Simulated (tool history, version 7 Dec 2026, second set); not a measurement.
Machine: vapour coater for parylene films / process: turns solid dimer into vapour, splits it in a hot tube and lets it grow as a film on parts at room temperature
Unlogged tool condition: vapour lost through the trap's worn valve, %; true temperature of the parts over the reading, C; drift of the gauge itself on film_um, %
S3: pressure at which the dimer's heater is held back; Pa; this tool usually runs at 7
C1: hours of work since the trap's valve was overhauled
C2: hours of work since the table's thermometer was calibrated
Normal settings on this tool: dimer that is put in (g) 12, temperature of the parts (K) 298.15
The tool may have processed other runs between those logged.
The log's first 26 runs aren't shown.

{"run": 27, "hour": 343.9, "dimer that is put in (g)": 12, "temperature of the parts (K)": 295.15, "S3": 6.37, "C1": 302, "C2": 462, "thickness of the film (um)": 8.93}
{"run": 28, "hour": 351.8, "dimer that is put in (g)": 9, "temperature of the parts (K)": 293.15, "S3": 6.6, "C1": 307, "C2": 467, "thickness of the film (um)": 6.82}
{"run": 29, "hour": 363.5, "dimer that is put in (g)": 7, "temperature of the parts (K)": 303.15, "S3": 7, "C1": 315, "C2": 474, "thickness of the film (um)": 4.33}
{"run": 30, "hour": 374.4, "dimer that is put in (g)": 7, "temperature of the parts (K)": 306.15, "S3": 4.84, "C1": 321, "C2": 481, "thickness of the film (um)": 4.31}
{"run": 31, "hour": 387.5, "dimer that is put in (g)": 12, "temperature of the parts (K)": 298.15, "S3": 6.03, "C1": 330, "C2": 490, "thickness of the film (um)": 8.44}
{"run": 32, "hour": 398.2, "dimer that is put in (g)": 8, "temperature of the parts (K)": 302.15, "S3": 7.96, "C1": 336, "C2": 496, "thickness of the film (um)": 5.13}
{"run": 33, "hour": 408.4, "dimer that is put in (g)": 8, "temperature of the parts (K)": 302.15, "S3": 7.96, "C1": 343, "C2": 503, "thickness of the film (um)": 5.05}
{"run": 34, "hour": 416.0, "dimer that is put in (g)": 11, "temperature of the parts (K)": 308.15, "S3": 4.32, "C1": 348, "C2": 508, "thickness of the film (um)": 6.66}
{"run": 35, "hour": 426.6, "dimer that is put in (g)": 14, "temperature of the parts (K)": 308.15, "S3": 7, "C1": 354, "C2": 514, "thickness of the film (um)": 8.08}
{"run": 36, "hour": 439.7, "dimer that is put in (g)": 10, "temperature of the parts (K)": 298.15, "S3": 9.74, "C1": 363, "C2": 523, "thickness of the film (um)": 6.7}
{"run": 37, "hour": 447.3, "dimer that is put in (g)": 10, "temperature of the parts (K)": 298.15, "S3": 9.74, "C1": 367, "C2": 527, "thickness of the film (um)": 6.62}
{"run": 38, "hour": 458.5, "dimer that is put in (g)": 9, "temperature of the parts (K)": 296.15, "S3": 10.17, "C1": 375, "C2": 534, "thickness of the film (um)": 6.15}

3 options for the next run, each taken on its own from the tool as it stands now. Forecast them:
{"run": "A", "hour": 466.5, "dimer that is put in (g)": 20, "temperature of the parts (K)": 298.15, "S3": 7, "C1": 380, "C2": 539, "thickness of the film (um)": "?"}
{"run": "B", "hour": 466.5, "dimer that is put in (g)": 11, "temperature of the parts (K)": 296.15, "S3": 9.18, "C1": 380, "C2": 539, "thickness of the film (um)": "?"}
{"run": "C", "hour": 466.5, "dimer that is put in (g)": 9, "temperature of the parts (K)": 297.15, "S3": 6.15, "C1": 380, "C2": 539, "thickness of the film (um)": "?"}

run=A thickness_of_the_film_(um)=13.7
run=B thickness_of_the_film_(um)=7.58
run=C thickness_of_the_film_(um)=6.32
Without the tool's hidden state the same runs would have given:
run=A thickness_of_the_film_(um)=14.93
run=B thickness_of_the_film_(um)=8.26
run=C thickness_of_the_film_(um)=6.89

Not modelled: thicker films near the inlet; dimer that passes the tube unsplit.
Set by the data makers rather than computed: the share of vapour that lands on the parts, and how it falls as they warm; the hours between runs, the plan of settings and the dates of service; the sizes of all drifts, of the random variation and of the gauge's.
